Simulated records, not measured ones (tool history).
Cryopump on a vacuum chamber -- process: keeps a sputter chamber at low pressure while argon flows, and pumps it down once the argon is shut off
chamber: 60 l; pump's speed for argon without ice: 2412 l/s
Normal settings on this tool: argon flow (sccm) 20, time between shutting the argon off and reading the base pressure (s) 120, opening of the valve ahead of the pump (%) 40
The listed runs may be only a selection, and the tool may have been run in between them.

run   hour  argon flow (sccm)  time between shutting the argon off and reading the base pressure (s)  opening of the valve ahead of the pump (%)  pressure while argon flows (Pa)  pressure after the wait (uPa)
  1      0                 20                                                                    120                                          40                           0.0358                           0.77
  2   13.7                 20                                                                    120                                          37                           0.0387                           0.75
  3   19.8                 20                                                                    120                                          37                           0.0377                           0.81
  4   27.6                 25                                                                    120                                          37                           0.0479                           0.81
  5   34.3                  8                                                                    120                                          40                            0.014                           0.77
  6   46.6                 20                                                                    120                                          40                           0.0357                           0.84
  7   59.7                 20                                                                    118                                          40                           0.0349                           0.81
  8   69.6                 20                                                                    118                                          40                           0.0354                           0.77
  9   78.8                 36                                                                    120                                          40                           0.0644                           0.79
 10     91                 36                                                                    120                                          40                           0.0647                            0.8
 11  100.2                 20                                                                    120                                          40                           0.0362                           0.74
 12  114.3                 20                                                                    120                                          40                           0.0364                           0.81
 13  124.4                 20                                                                    120                                          49                           0.0294                            0.8
 14    134                 20                                                                    120                                          49                           0.0293                           0.81
 15  141.2                 20                                                                    120                                          49                           0.0294                           0.79
 16  153.1                 20                                                                    120                                          40                           0.0358                           0.79
 17  161.4                 20                                                                    120                                          40                           0.0366                           0.78
 18  175.5                 20                                                                    222                                          40                            0.036                           0.57
 19    189                 33                                                                     31                                          40                           0.0592                           2.26
 20  203.8                 11                                                                    120                                          25                           0.0317                           0.78
 21  216.4                 20                                                                    176                                          40                           0.0356                           0.62
 22    228                 20                                                                    176                                          40                           0.0355                           0.65
 23  234.8                 16                                                                    176                                          25                           0.0456                           0.64
 24    245                 20                                                                    120                                          17                           0.0836                           0.76
 25  256.1                 25                                                                     79                                          35                           0.0513                           1.06
 26  264.8                 25                                                                     79                                          35                           0.0514                           1.05
 27  279.6                  9                                                                    105                                          40                           0.0159                           0.88
 28  294.6                  9                                                                    105                                          40                           0.0159                           0.89
 29  308.2                 19                                                                    136                                          40                           0.0342                           0.76
 30  322.2                 15                                                                    229                                          28                           0.0383                           0.56
 31  335.4                 20                                                                    223                                          40                           0.0362                           0.57
 32    343                 20                                                                    223                                          40                            0.036                           0.62
 33  356.9                 36                                                                     35                                          40                           0.0645                              2
 34  366.8                 36                                                                     35                                          40                           0.0656                           1.99

Below are 3 alternative next runs, each starting from the tool's condition after run 34. Predict each:
  A  374.2                  9                                                                     35                                          40                                ?                              ?
  B  374.2                 36                                                                    120                                          16                                ?                              ?
  C  374.2                 20                                                                     25                                          40                                ?                              ?

run  pressure while argon flows (Pa)  pressure after the wait (uPa)
  A                           0.0164                           1.97
  B                           0.1608                           0.81
  C                           0.0356                            2.7
Stripped of hidden state, with their random variation kept, the same runs would have yielded:
run  pressure while argon flows (Pa)  pressure after the wait (uPa)
  A                           0.0158                           1.79
  B                           0.1587                           0.62
  C                           0.0345                           2.51
